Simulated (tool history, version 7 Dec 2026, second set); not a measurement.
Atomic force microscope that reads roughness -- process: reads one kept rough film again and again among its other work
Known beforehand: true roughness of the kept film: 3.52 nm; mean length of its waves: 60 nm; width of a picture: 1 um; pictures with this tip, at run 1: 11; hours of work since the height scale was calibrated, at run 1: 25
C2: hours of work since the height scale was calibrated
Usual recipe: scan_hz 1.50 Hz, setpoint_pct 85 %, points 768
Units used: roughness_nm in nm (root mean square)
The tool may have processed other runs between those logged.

Run 1, day 0.000: usual settings; pictures with this tip 11; C2 25. Result: roughness_nm 2.898 nm (root mean square).
Run 2, day 0.183: usual settings but setpoint_pct 64 %; pictures with this tip 15; C2 27. Result: roughness_nm 3.199 nm (root mean square).
Run 3, day 0.462: usual settings but setpoint_pct 64 %; pictures with this tip 23; C2 30. Result: roughness_nm 3.182 nm (root mean square).
Run 4, day 0.854: usual settings but setpoint_pct 64 %; pictures with this tip 33; C2 34. Result: roughness_nm 3.191 nm (root mean square).
Run 5, day 1.158: usual settings but setpoint_pct 64 %; pictures with this tip 42; C2 38. Result: roughness_nm 3.162 nm (root mean square).
Run 6, day 1.325: usual settings but scan_hz 3.28 Hz; pictures with this tip 46; C2 39. Result: roughness_nm 2.415 nm (root mean square).
Run 7, day 1.512: usual settings but scan_hz 3.28 Hz; pictures with this tip 51; C2 41. Result: roughness_nm 2.414 nm (root mean square).
Run 8, day 1.771: usual settings but points 971; pictures with this tip 58; C2 44. Result: roughness_nm 2.820 nm (root mean square).
Run 9, day 2.033: usual settings but points 971; pictures with this tip 65; C2 47. Result: roughness_nm 2.814 nm (root mean square).
Run 10, day 2.204: usual settings but points 971; pictures with this tip 70; C2 49. Result: roughness_nm 2.826 nm (root mean square).
Run 11, day 2.446: usual settings but points 971; pictures with this tip 76; C2 51. Result: roughness_nm 2.784 nm (root mean square).
Run 12, day 2.625: usual settings but scan_hz 3.38 Hz; pictures with this tip 81; C2 53. Result: roughness_nm 2.362 nm (root mean square).
Run 13, day 2.904: usual settings but scan_hz 3.38 Hz; pictures with this tip 88; C2 56. Result: roughness_nm 2.326 nm (root mean square).
Run 14, day 3.100: usual settings but scan_hz 3.38 Hz; pictures with this tip 94; C2 58. Result: roughness_nm 2.341 nm (root mean square).
Run 15, day 3.404: usual settings but scan_hz 3.38 Hz; pictures with this tip 102; C2 61. Result: roughness_nm 2.326 nm (root mean square).
Run 16, day 3.583: usual settings but points 353; pictures with this tip 107; C2 63. Result: roughness_nm 2.754 nm (root mean square).
Run 17, day 3.921: usual settings; pictures with this tip 116; C2 67. Result: roughness_nm 2.738 nm (root mean square).
Run 18, day 4.179: usual settings; pictures with this tip 123; C2 69. Result: roughness_nm 2.720 nm (root mean square).
Run 19, day 4.500: usual settings; pictures with this tip 131; C2 73. Result: roughness_nm 2.722 nm (root mean square).
At day 4.642: new tip fitted.
Run 20, day 4.854: usual settings; pictures with this tip 6; C2 76. Result: roughness_nm 2.889 nm (root mean square).
Run 21, day 5.092: usual settings but points 463; pictures with this tip 12; C2 79. Result: roughness_nm 2.891 nm (root mean square).
Run 22, day 5.392: usual settings but scan_hz 3.62 Hz; pictures with this tip 20; C2 82. Result: roughness_nm 2.375 nm (root mean square).
Run 23, day 5.767: usual settings but scan_hz 3.62 Hz; pictures with this tip 30; C2 86. Result: roughness_nm 2.356 nm (root mean square).
Run 24, day 5.929: usual settings but scan_hz 3.62 Hz; pictures with this tip 35; C2 88. Result: roughness_nm 2.367 nm (root mean square).
Run 25, day 6.246: usual settings but scan_hz 3.62 Hz; pictures with this tip 43; C2 91. Result: roughness_nm 2.364 nm (root mean square).
Run 26, day 6.429: usual settings but scan_hz 3.62 Hz; pictures with this tip 48; C2 93. Result: roughness_nm 2.363 nm (root mean square).
Run 27, day 6.625: usual settings but scan_hz 3.62 Hz; pictures with this tip 53; C2 95. Result: roughness_nm 2.324 nm (root mean square).
Run 28, day 6.925: usual settings but scan_hz 0.60 Hz, setpoint_pct 66 %, points 538; pictures with this tip 61; C2 98. Result: roughness_nm 3.194 nm (root mean square).
Run 29, day 7.312: usual settings but scan_hz 1.07 Hz, points 321; pictures with this tip 72; C2 102. Result: roughness_nm 2.907 nm (root mean square).
Run 30, day 7.596: usual settings but scan_hz 0.55 Hz, points 941; pictures with this tip 79; C2 105. Result: roughness_nm 3.086 nm (root mean square).

Run 31 comes next. What will it give?
Run 31, day 7.867: usual settings but scan_hz 1.65 Hz; pictures with this tip 87; C2 108. Result: roughness_nm ?.

{"run 31": {"roughness_nm": 2.732}}
Were there no unlogged condition in the tool, this run, its random variation unchanged, would have produced roughness_nm 2.855 nm (root mean square).
